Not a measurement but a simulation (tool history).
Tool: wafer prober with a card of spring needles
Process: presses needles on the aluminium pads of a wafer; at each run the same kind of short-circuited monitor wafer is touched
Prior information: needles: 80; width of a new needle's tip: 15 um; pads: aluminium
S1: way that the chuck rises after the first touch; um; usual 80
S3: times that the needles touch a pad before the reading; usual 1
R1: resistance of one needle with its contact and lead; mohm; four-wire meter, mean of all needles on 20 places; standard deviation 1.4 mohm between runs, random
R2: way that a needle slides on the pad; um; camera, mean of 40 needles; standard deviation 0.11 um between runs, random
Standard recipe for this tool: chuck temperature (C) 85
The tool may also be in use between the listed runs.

Run 1, hour 0: usual settings. Result: R1 127 mohm, R2 13.22 um.
At hour 3.4: tips cleaned on abrasive film.
At hour 6.7: tips cleaned on abrasive film.
Run 2, hour 8.2: usual settings. Result: R1 143 mohm, R2 13.5 um.
At hour 10.2: tips cleaned on abrasive film.
At hour 13.4: tips cleaned on abrasive film.
Run 3, hour 13.4: usual settings. Result: R1 127 mohm, R2 13.5 um.
At hour 17: tips cleaned on abrasive film.
At hour 20: tips cleaned on abrasive film.
Run 4, hour 22.5: usual settings. Result: R1 156 mohm, R2 13.59 um.
At hour 23.3: tips cleaned on abrasive film.
At hour 26.7: tips cleaned on abrasive film.
At hour 30.1: tips cleaned on abrasive film.
Run 5, hour 30.1: usual settings. Result: R1 127 mohm, R2 13.27 um.
At hour 33.1: tips cleaned on abrasive film.
Run 6, hour 35.8: usual settings. Result: R1 156 mohm, R2 13.55 um.
At hour 36.6: tips cleaned on abrasive film.
At hour 40.1: tips cleaned on abrasive film.
At hour 43.2: tips cleaned on abrasive film.
At hour 46.7: tips cleaned on abrasive film.
Run 7, hour 46.9: usual settings. Result: R1 131 mohm, R2 13.39 um.
At hour 49.8: tips cleaned on abrasive film.
At hour 53.3: tips cleaned on abrasive film.
Run 8, hour 55.7: usual settings but chuck temperature (C) 46. Result: R1 154 mohm, R2 13.34 um.
At hour 56.4: tips cleaned on abrasive film.
At hour 59.6: tips cleaned on abrasive film.
At hour 63.2: tips cleaned on abrasive film.
Run 9, hour 63.7: usual settings but chuck temperature (C) 46. Result: R1 129 mohm, R2 13.48 um.
At hour 66.4: tips cleaned on abrasive film.
At hour 69.5: tips cleaned on abrasive film.
Run 10, hour 69.5: usual settings but chuck temperature (C) 46. Result: R1 123 mohm, R2 13.3 um.
At hour 72.5: tips cleaned on abrasive film.
At hour 75.7: tips cleaned on abrasive film.
Run 11, hour 78.3: usual settings but chuck temperature (C) 46. Result: R1 149 mohm, R2 13.35 um.
At hour 79.1: tips cleaned on abrasive film.
At hour 82.6: tips cleaned on abrasive film.
At hour 86: tips cleaned on abrasive film.
Run 12, hour 86.7: usual settings but S1 62 um, chuck temperature (C) 31. Result: R1 143 mohm, R2 10.22 um.
At hour 89.3: tips cleaned on abrasive film.
At hour 92.8: tips cleaned on abrasive film.
Run 13, hour 93.3: usual settings but S1 62 um, chuck temperature (C) 31. Result: R1 134 mohm, R2 10.26 um.
At hour 96.2: tips cleaned on abrasive film.
At hour 99.9: tips cleaned on abrasive film.
At hour 102.3: height of the first contact set anew.
At hour 103.1: tips cleaned on abrasive film.
Run 14, hour 103.1: usual settings but S1 62 um, chuck temperature (C) 31. Result: R1 127 mohm, R2 10.92 um.
At hour 106.7: tips cleaned on abrasive film.
At hour 110.2: tips cleaned on abrasive film.
At hour 113.3: tips cleaned on abrasive film.
Run 15, hour 113.4: usual settings but S1 61 um, chuck temperature (C) 44, S3 2. Result: R1 124 mohm, R2 10.79 um.
At hour 116.7: tips cleaned on abrasive film.
At hour 119.9: tips cleaned on abrasive film.
At hour 123.4: tips cleaned on abrasive film.
Run 16, hour 124.9: usual settings but S1 82 um, chuck temperature (C) 124. Result: R1 144 mohm, R2 14.54 um.
At hour 127: tips cleaned on abrasive film.
Run 17, hour 129.8: usual settings but S1 100 um. Result: R1 143 mohm, R2 17.54 um.
At hour 130.6: tips cleaned on abrasive film.
At hour 133.9: tips cleaned on abrasive film.
At hour 137.2: tips cleaned on abrasive film.
At hour 140.3: tips cleaned on abrasive film.
Run 18, hour 140.3: usual settings but S1 100 um. Result: R1 123 mohm, R2 17.54 um.
At hour 143.3: tips cleaned on abrasive film.
At hour 146.8: tips cleaned on abrasive film.
Run 19, hour 148.2: usual settings but S3 3. Result: R1 129 mohm, R2 13.89 um.

Below are 3 alternative next runs, each starting from the tool's condition after run 19. Predict each:
At hour 149.7: tips cleaned on abrasive film.
At hour 152.9: tips cleaned on abrasive film.
At hour 155.9: tips cleaned on abrasive film.
Run A, hour 158.2: usual settings but S1 66 um, chuck temperature (C) 105, S3 2. Result: R1 ?, R2 ?.
At hour 149.7: tips cleaned on abrasive film.
At hour 152.9: tips cleaned on abrasive film.
At hour 155.9: tips cleaned on abrasive film.
Run B, hour 158.2: usual settings but S3 2. Result: R1 ?, R2 ?.
At hour 149.7: tips cleaned on abrasive film.
At hour 152.9: tips cleaned on abrasive film.
At hour 155.9: tips cleaned on abrasive film.
Run C, hour 158.2: usual settings but S1 86 um, S3 3. Result: R1 ?, R2 ?.

run   R1     R2
  A  153   11.5
  B  142  14.03
  C  131  14.89
Stripped of hidden state, with their random variation kept, the same runs would have yielded:
run   R1     R2
  A  127  11.62
  B  122  14.14
  C  121     15

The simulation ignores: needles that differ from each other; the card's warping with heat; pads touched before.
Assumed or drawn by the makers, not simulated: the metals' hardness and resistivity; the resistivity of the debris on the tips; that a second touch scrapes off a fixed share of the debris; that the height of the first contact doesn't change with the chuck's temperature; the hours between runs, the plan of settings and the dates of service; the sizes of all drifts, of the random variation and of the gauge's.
